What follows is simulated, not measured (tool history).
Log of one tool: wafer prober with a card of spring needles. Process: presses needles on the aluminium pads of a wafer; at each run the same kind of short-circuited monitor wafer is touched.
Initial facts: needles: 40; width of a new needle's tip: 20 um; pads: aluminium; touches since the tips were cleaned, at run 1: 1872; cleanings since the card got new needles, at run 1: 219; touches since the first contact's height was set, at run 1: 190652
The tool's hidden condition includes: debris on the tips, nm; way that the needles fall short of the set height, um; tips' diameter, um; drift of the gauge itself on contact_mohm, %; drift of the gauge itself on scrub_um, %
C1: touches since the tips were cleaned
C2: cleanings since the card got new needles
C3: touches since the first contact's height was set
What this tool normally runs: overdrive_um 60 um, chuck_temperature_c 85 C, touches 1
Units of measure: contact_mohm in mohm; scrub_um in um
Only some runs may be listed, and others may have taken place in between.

{"run": 1, "day": 0.0, "overdrive_um": 60, "chuck_temperature_c": 85, "touches": 1, "C1": 1872, "C2": 219, "C3": 190652, "contact_mohm": 489, "scrub_um": 14.5}
{"day": 0.146, "done": "tips cleaned on abrasive film"}
{"day": 0.433, "done": "tips cleaned on abrasive film"}
{"day": 0.446, "done": "height of the first contact set anew"}
{"day": 0.804, "done": "tips cleaned on abrasive film"}
{"day": 1.162, "done": "tips cleaned on abrasive film"}
{"day": 1.45, "done": "tips cleaned on abrasive film"}
{"day": 1.738, "done": "tips cleaned on abrasive film"}
{"run": 2, "day": 1.938, "overdrive_um": 60, "chuck_temperature_c": 85, "touches": 1, "C1": 2102, "C2": 225, "C3": 15640, "contact_mohm": 485, "scrub_um": 15.35}
{"day": 2.083, "done": "tips cleaned on abrasive film"}
{"day": 2.371, "done": "tips cleaned on abrasive film"}
{"day": 2.729, "done": "tips cleaned on abrasive film"}
{"day": 3.017, "done": "tips cleaned on abrasive film"}
{"day": 3.375, "done": "tips cleaned on abrasive film, once more"}
{"run": 3, "day": 3.512, "overdrive_um": 60, "chuck_temperature_c": 85, "touches": 1, "C1": 1468, "C2": 230, "C3": 32151, "contact_mohm": 443, "scrub_um": 15.24}
{"day": 3.729, "done": "tips cleaned on abrasive film"}
{"day": 4.017, "done": "tips cleaned on abrasive film"}
{"day": 4.375, "done": "tips cleaned on abrasive film"}
{"day": 4.733, "done": "tips cleaned on abrasive film"}
{"day": 5.021, "done": "tips cleaned on abrasive film"}
{"run": 4, "day": 5.175, "overdrive_um": 60, "chuck_temperature_c": 85, "touches": 1, "C1": 1658, "C2": 235, "C3": 49604, "contact_mohm": 476, "scrub_um": 15.19}
{"day": 5.321, "done": "tips cleaned on abrasive film"}
{"day": 5.679, "done": "tips cleaned on abrasive film"}
{"day": 6.038, "done": "tips cleaned on abrasive film"}
{"day": 6.325, "done": "tips cleaned on abrasive film"}
{"day": 6.683, "done": "tips cleaned on abrasive film"}
{"day": 7.042, "done": "tips cleaned on abrasive film"}
{"run": 5, "day": 7.05, "overdrive_um": 60, "chuck_temperature_c": 85, "touches": 1, "C1": 80, "C2": 241, "C3": 69239, "contact_mohm": 326, "scrub_um": 15.1}
{"day": 7.338, "done": "tips cleaned on abrasive film"}
{"day": 7.625, "done": "tips cleaned on abrasive film"}
{"day": 7.983, "done": "tips cleaned on abrasive film"}
{"day": 8.342, "done": "tips cleaned on abrasive film"}
{"day": 8.7, "done": "tips cleaned on abrasive film"}
{"day": 8.988, "done": "tips cleaned on abrasive film"}
{"run": 6, "day": 9.25, "overdrive_um": 60, "chuck_temperature_c": 66, "touches": 1, "C1": 2795, "C2": 247, "C3": 92338, "contact_mohm": 527, "scrub_um": 14.93}
{"day": 9.325, "done": "tips cleaned on abrasive film"}
{"day": 9.612, "done": "tips cleaned on abrasive film"}
{"day": 9.971, "done": "tips cleaned on abrasive film"}
{"day": 10.329, "done": "tips cleaned on abrasive film"}
{"day": 10.688, "done": "tips cleaned on abrasive film"}
{"day": 11.046, "done": "tips cleaned on abrasive film"}
{"run": 7, "day": 11.054, "overdrive_um": 79, "chuck_temperature_c": 66, "touches": 1, "C1": 91, "C2": 253, "C3": 111232, "contact_mohm": 310, "scrub_um": 19.83}
{"day": 11.342, "done": "tips cleaned on abrasive film"}
{"day": 11.629, "done": "tips cleaned on abrasive film"}
{"day": 11.988, "done": "tips cleaned on abrasive film"}
{"day": 12.275, "done": "tips cleaned on abrasive film"}
{"run": 8, "day": 12.496, "overdrive_um": 79, "chuck_temperature_c": 66, "touches": 1, "C1": 2356, "C2": 257, "C3": 126374, "contact_mohm": 429, "scrub_um": 19.7}
{"day": 12.571, "done": "tips cleaned on abrasive film"}
{"day": 12.929, "done": "tips cleaned on abrasive film"}
{"day": 13.217, "done": "tips cleaned on abrasive film"}
{"day": 13.575, "done": "tips cleaned on abrasive film"}
{"run": 9, "day": 13.85, "overdrive_um": 79, "chuck_temperature_c": 66, "touches": 1, "C1": 2909, "C2": 261, "C3": 140562, "contact_mohm": 447, "scrub_um": 19.58}
{"day": 13.925, "done": "tips cleaned on abrasive film"}
{"day": 14.283, "done": "tips cleaned on abrasive film"}
{"day": 14.571, "done": "tips cleaned on abrasive film"}
{"day": 14.929, "done": "tips cleaned on abrasive film"}
{"day": 15.217, "done": "tips cleaned on abrasive film"}
{"day": 15.575, "done": "tips cleaned on abrasive film"}
{"run": 10, "day": 15.846, "overdrive_um": 79, "chuck_temperature_c": 66, "touches": 1, "C1": 2861, "C2": 267, "C3": 161474, "contact_mohm": 456, "scrub_um": 19.53}
{"day": 15.921, "done": "tips cleaned on abrasive film"}
{"day": 16.279, "done": "tips cleaned on abrasive film"}
{"day": 16.638, "done": "tips cleaned on abrasive film"}
{"day": 16.996, "done": "tips cleaned on abrasive film"}
{"day": 17.283, "done": "tips cleaned on abrasive film"}
{"run": 11, "day": 17.567, "overdrive_um": 60, "chuck_temperature_c": 85, "touches": 1, "C1": 3000, "C2": 272, "C3": 179516, "contact_mohm": 595, "scrub_um": 14.48}
{"day": 17.642, "done": "tips cleaned on abrasive film"}
{"day": 17.929, "done": "tips cleaned on abrasive film"}
{"day": 18.288, "done": "tips cleaned on abrasive film"}
{"day": 18.646, "done": "tips cleaned on abrasive film"}
{"day": 18.933, "done": "tips cleaned on abrasive film"}
{"day": 19.088, "done": "height of the first contact set anew"}
{"day": 19.304, "done": "tips cleaned on abrasive film"}
{"run": 12, "day": 19.467, "overdrive_um": 60, "chuck_temperature_c": 85, "touches": 1, "C1": 1734, "C2": 278, "C3": 3990, "contact_mohm": 483, "scrub_um": 15.42}
{"day": 19.612, "done": "tips cleaned on abrasive film"}
{"day": 19.971, "done": "tips cleaned on abrasive film"}
{"day": 20.329, "done": "tips cleaned on abrasive film"}
{"day": 20.688, "done": "tips cleaned on abrasive film"}
{"day": 21.046, "done": "tips cleaned on abrasive film"}
{"run": 13, "day": 21.2, "overdrive_um": 58, "chuck_temperature_c": 41, "touches": 3, "C1": 1664, "C2": 283, "C3": 22199, "contact_mohm": 366, "scrub_um": 14.72}
{"day": 21.346, "done": "tips cleaned on abrasive film"}
{"day": 21.704, "done": "tips cleaned on abrasive film"}
{"day": 21.992, "done": "tips cleaned on abrasive film"}
{"day": 22.492, "done": "card fitted with new needles"}
{"day": 22.85, "done": "tips cleaned on abrasive film"}
{"day": 23.208, "done": "tips cleaned on abrasive film"}
{"run": 14, "day": 23.412, "overdrive_um": 60, "chuck_temperature_c": 103, "touches": 1, "C1": 2139, "C2": 2, "C3": 9660, "contact_mohm": 433, "scrub_um": 15.33}
{"day": 23.558, "done": "tips cleaned on abrasive film"}
{"day": 23.846, "done": "tips cleaned on abrasive film"}
{"day": 24.204, "done": "tips cleaned on abrasive film"}
{"day": 24.562, "done": "tips cleaned on abrasive film"}
{"day": 24.921, "done": "tips cleaned on abrasive film"}
{"day": 25.279, "done": "tips cleaned on abrasive film"}
{"run": 15, "day": 25.375, "overdrive_um": 71, "chuck_temperature_c": 55, "touches": 2, "C1": 1023, "C2": 8, "C3": 30237, "contact_mohm": 320, "scrub_um": 18.05}
{"day": 25.592, "done": "tips cleaned on abrasive film"}
{"day": 25.95, "done": "tips cleaned on abrasive film"}
{"day": 26.238, "done": "tips cleaned on abrasive film"}
{"day": 26.596, "done": "tips cleaned on abrasive film"}
{"day": 26.883, "done": "tips cleaned on abrasive film"}
{"day": 27.242, "done": "tips cleaned on abrasive film"}
{"run": 16, "day": 27.342, "overdrive_um": 59, "chuck_temperature_c": 85, "touches": 2, "C1": 1089, "C2": 14, "C3": 50880, "contact_mohm": 348, "scrub_um": 14.85}
{"day": 27.562, "done": "tips cleaned on abrasive film"}
{"day": 27.917, "done": "tips cleaned on abrasive film"}
{"day": 28.279, "done": "tips cleaned on abrasive film"}
{"day": 28.638, "done": "tips cleaned on abrasive film"}
{"day": 28.996, "done": "tips cleaned on abrasive film"}
{"day": 29.304, "done": "tips cleaned on abrasive film"}
{"run": 17, "day": 29.304, "overdrive_um": 59, "chuck_temperature_c": 85, "touches": 2, "C1": 0, "C2": 20, "C3": 71419, "contact_mohm": 312, "scrub_um": 14.78}
{"day": 29.662, "done": "tips cleaned on abrasive film"}
{"day": 29.95, "done": "tips cleaned on abrasive film"}
{"day": 30.308, "done": "tips cleaned on abrasive film"}
{"day": 30.667, "done": "tips cleaned on abrasive film"}
{"run": 18, "day": 30.829, "overdrive_um": 43, "chuck_temperature_c": 31, "touches": 1, "C1": 1753, "C2": 24, "C3": 87463, "contact_mohm": 524, "scrub_um": 10.67}
{"day": 30.975, "done": "tips cleaned on abrasive film"}
{"day": 31.262, "done": "tips cleaned on abrasive film"}
{"day": 31.55, "done": "tips cleaned on abrasive film"}
{"day": 31.908, "done": "tips cleaned on abrasive film"}
{"day": 32.267, "done": "tips cleaned on abrasive film"}
{"day": 32.554, "done": "tips cleaned on abrasive film"}
{"run": 19, "day": 32.729, "overdrive_um": 43, "chuck_temperature_c": 58, "touches": 1, "C1": 1857, "C2": 30, "C3": 107371, "contact_mohm": 545, "scrub_um": 10.59}
{"day": 32.875, "done": "tips cleaned on abrasive film"}
{"day": 33.233, "done": "tips cleaned on abrasive film"}
{"day": 33.592, "done": "tips cleaned on abrasive film"}
{"day": 33.95, "done": "tips cleaned on abrasive film"}
{"day": 34.238, "done": "tips cleaned on abrasive film"}
{"day": 34.596, "done": "tips cleaned on abrasive film"}
{"day": 34.954, "done": "tips cleaned on abrasive film"}
{"run": 20, "day": 34.983, "overdrive_um": 58, "chuck_temperature_c": 96, "touches": 1, "C1": 283, "C2": 37, "C3": 130969, "contact_mohm": 334, "scrub_um": 14.29}
{"day": 35.271, "done": "tips cleaned on abrasive film"}
{"day": 35.629, "done": "tips cleaned on abrasive film"}
{"day": 35.988, "done": "tips cleaned on abrasive film"}
{"run": 21, "day": 36.004, "overdrive_um": 48, "chuck_temperature_c": 84, "touches": 1, "C1": 207, "C2": 40, "C3": 141705, "contact_mohm": 350, "scrub_um": 11.75}
{"day": 36.292, "done": "tips cleaned on abrasive film"}
{"day": 36.65, "done": "tips cleaned on abrasive film"}
{"day": 36.938, "done": "tips cleaned on abrasive film"}
{"day": 37.296, "done": "tips cleaned on abrasive film"}
{"day": 37.583, "done": "tips cleaned on abrasive film"}
{"run": 22, "day": 37.792, "overdrive_um": 43, "chuck_temperature_c": 85, "touches": 1, "C1": 2181, "C2": 45, "C3": 160433, "contact_mohm": 573, "scrub_um": 10.32}

Consider 5 possible next runs. They are alternatives, not a sequence: every one starts from the tool as it was left by run 22. What does each give?
{"day": 37.938, "done": "tips cleaned on abrasive film"}
{"day": 38.296, "done": "tips cleaned on abrasive film"}
{"day": 38.583, "done": "tips cleaned on abrasive film"}
{"day": 38.942, "done": "tips cleaned on abrasive film"}
{"day": 39.3, "done": "tips cleaned on abrasive film"}
{"day": 39.658, "done": "tips cleaned on abrasive film"}
{"day": 39.967, "done": "tips cleaned on abrasive film"}
{"run": "A", "day": 39.967, "overdrive_um": 67, "chuck_temperature_c": 82, "touches": 2, "C1": 0, "C2": 52, "C3": 183220, "contact_mohm": "?", "scrub_um": "?"}
{"day": 37.938, "done": "tips cleaned on abrasive film"}
{"day": 38.296, "done": "tips cleaned on abrasive film"}
{"day": 38.583, "done": "tips cleaned on abrasive film"}
{"day": 38.942, "done": "tips cleaned on abrasive film"}
{"day": 39.3, "done": "tips cleaned on abrasive film"}
{"day": 39.658, "done": "tips cleaned on abrasive film"}
{"day": 39.967, "done": "tips cleaned on abrasive film"}
{"run": "B", "day": 39.967, "overdrive_um": 50, "chuck_temperature_c": 56, "touches": 3, "C1": 0, "C2": 52, "C3": 183220, "contact_mohm": "?", "scrub_um": "?"}
{"day": 37.938, "done": "tips cleaned on abrasive film"}
{"day": 38.296, "done": "tips cleaned on abrasive film"}
{"day": 38.583, "done": "tips cleaned on abrasive film"}
{"day": 38.942, "done": "tips cleaned on abrasive film"}
{"day": 39.3, "done": "tips cleaned on abrasive film"}
{"day": 39.658, "done": "tips cleaned on abrasive film"}
{"day": 39.967, "done": "tips cleaned on abrasive film"}
{"run": "C", "day": 39.967, "overdrive_um": 62, "chuck_temperature_c": 85, "touches": 2, "C1": 0, "C2": 52, "C3": 183220, "contact_mohm": "?", "scrub_um": "?"}
{"day": 37.938, "done": "tips cleaned on abrasive film"}
{"day": 38.296, "done": "tips cleaned on abrasive film"}
{"day": 38.583, "done": "tips cleaned on abrasive film"}
{"day": 38.942, "done": "tips cleaned on abrasive film"}
{"day": 39.3, "done": "tips cleaned on abrasive film"}
{"day": 39.658, "done": "tips cleaned on abrasive film"}
{"day": 39.967, "done": "tips cleaned on abrasive film"}
{"run": "D", "day": 39.967, "overdrive_um": 47, "chuck_temperature_c": 32, "touches": 1, "C1": 0, "C2": 52, "C3": 183220, "contact_mohm": "?", "scrub_um": "?"}
{"day": 37.938, "done": "tips cleaned on abrasive film"}
{"day": 38.296, "done": "tips cleaned on abrasive film"}
{"day": 38.583, "done": "tips cleaned on abrasive film"}
{"day": 38.942, "done": "tips cleaned on abrasive film"}
{"day": 39.3, "done": "tips cleaned on abrasive film"}
{"day": 39.658, "done": "tips cleaned on abrasive film"}
{"day": 39.967, "done": "tips cleaned on abrasive film"}
{"run": "E", "day": 39.967, "overdrive_um": 40, "chuck_temperature_c": 85, "touches": 1, "C1": 0, "C2": 52, "C3": 183220, "contact_mohm": "?", "scrub_um": "?"}

run=A contact_mohm=307 scrub_um=16.32
run=B contact_mohm=310 scrub_um=11.98
run=C contact_mohm=307 scrub_um=15.18
run=D contact_mohm=320 scrub_um=11.32
run=E contact_mohm=347 scrub_um=9.50
With the hidden condition removed and each run's random variation left untouched, the same runs would have given:
run=A contact_mohm=298 scrub_um=17.12
run=B contact_mohm=299 scrub_um=12.77
run=C contact_mohm=297 scrub_um=15.98
run=D contact_mohm=292 scrub_um=12.12
run=E contact_mohm=311 scrub_um=10.30
